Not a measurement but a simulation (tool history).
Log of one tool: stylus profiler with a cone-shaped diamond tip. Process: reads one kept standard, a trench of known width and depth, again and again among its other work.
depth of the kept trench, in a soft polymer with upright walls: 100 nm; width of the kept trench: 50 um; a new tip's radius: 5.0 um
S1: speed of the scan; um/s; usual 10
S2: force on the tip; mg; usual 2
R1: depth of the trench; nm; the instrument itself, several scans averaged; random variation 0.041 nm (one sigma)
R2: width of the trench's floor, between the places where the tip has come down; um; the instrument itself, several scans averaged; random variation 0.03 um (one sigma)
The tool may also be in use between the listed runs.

run 1 hour=0 | S1=10 S2=2 | R1=100.46 R2=47.87
run 2 hour=13.4 | S1=10 S2=2 | R1=100.47 R2=47.88
run 3 hour=25.7 | S1=10 S2=2 | R1=100.45 R2=47.86
run 4 hour=35.9 | S1=10 S2=2 | R1=100.4 R2=47.89
run 5 hour=50.2 | S1=10 S2=2 | R1=100.5 R2=47.82
run 6 hour=59.9 | S1=10 S2=2 | R1=100.54 R2=47.87
run 7 hour=72.5 | S1=10 S2=2 | R1=100.4 R2=47.86
run 8 hour=80.7 | S1=10 S2=3.78 | R1=100.63 R2=47.84
run 9 hour=97 | S1=7 S2=2 | R1=100.43 R2=47.88
run 10 hour=105.2 | S1=7 S2=2 | R1=100.45 R2=47.83
run 11 hour=117 | S1=7 S2=2 | R1=100.51 R2=47.84
-- hour=118.7 height scale calibrated on a step standard
run 12 hour=127.7 | S1=7 S2=2 | R1=100.38 R2=47.82
run 13 hour=138.9 | S1=5 S2=2 | R1=100.33 R2=47.86
run 14 hour=158 | S1=5 S2=2 | R1=100.37 R2=47.82
run 15 hour=175.9 | S1=26 S2=2 | R1=100.29 R2=47.72
-- hour=189.8 height scale calibrated on a step standard, once more
run 16 hour=191.7 | S1=26 S2=2 | R1=100.42 R2=47.69
run 17 hour=208.8 | S1=26 S2=2 | R1=100.41 R2=47.69
run 18 hour=225.2 | S1=2 S2=5.48 | R1=100.89 R2=47.78
run 19 hour=237.1 | S1=31 S2=1.23 | R1=100.32 R2=47.54
run 20 hour=248.8 | S1=21 S2=3.36 | R1=100.64 R2=47.74
run 21 hour=264.3 | S1=4 S2=0.71 | R1=100.2 R2=47.76
run 22 hour=280.6 | S1=6 S2=3.4 | R1=100.61 R2=47.74
run 23 hour=291.5 | S1=3 S2=1.8 | R1=100.33 R2=47.7
run 24 hour=301.7 | S1=8 S2=0.73 | R1=100.21 R2=47.73
run 25 hour=312.2 | S1=21 S2=3.26 | R1=100.6 R2=47.69
run 26 hour=320.1 | S1=21 S2=3.26 | R1=100.64 R2=47.73
run 27 hour=338.3 | S1=21 S2=3.26 | R1=100.61 R2=47.69
run 28 hour=348.4 | S1=21 S2=3.26 | R1=100.54 R2=47.69
run 29 hour=360.3 | S1=8 S2=2.29 | R1=100.44 R2=47.77
run 30 hour=373 | S1=8 S2=0.76 | R1=100.22 R2=47.65
run 31 hour=382.4 | S1=8 S2=0.76 | R1=100.13 R2=47.68

4 ways to go on from here, each from the tool as it stands after run 31. What would each give?
run A hour=390.4 | S1=7 S2=3.14 | R1=? R2=?
run B hour=390.4 | S1=7 S2=3.67 | R1=? R2=?
run C hour=390.4 | S1=19 S2=3.46 | R1=? R2=?
run D hour=390.4 | S1=21 S2=2 | R1=? R2=?

run=A R1=100.63 R2=47.72
run=B R1=100.69 R2=47.7
run=C R1=100.56 R2=47.64
run=D R1=100.34 R2=47.57
Without the tool's hidden state the same runs would have given:
run=A R1=100.72 R2=47.98
run=B R1=100.78 R2=47.96
run=C R1=100.65 R2=47.9
run=D R1=100.42 R2=47.84
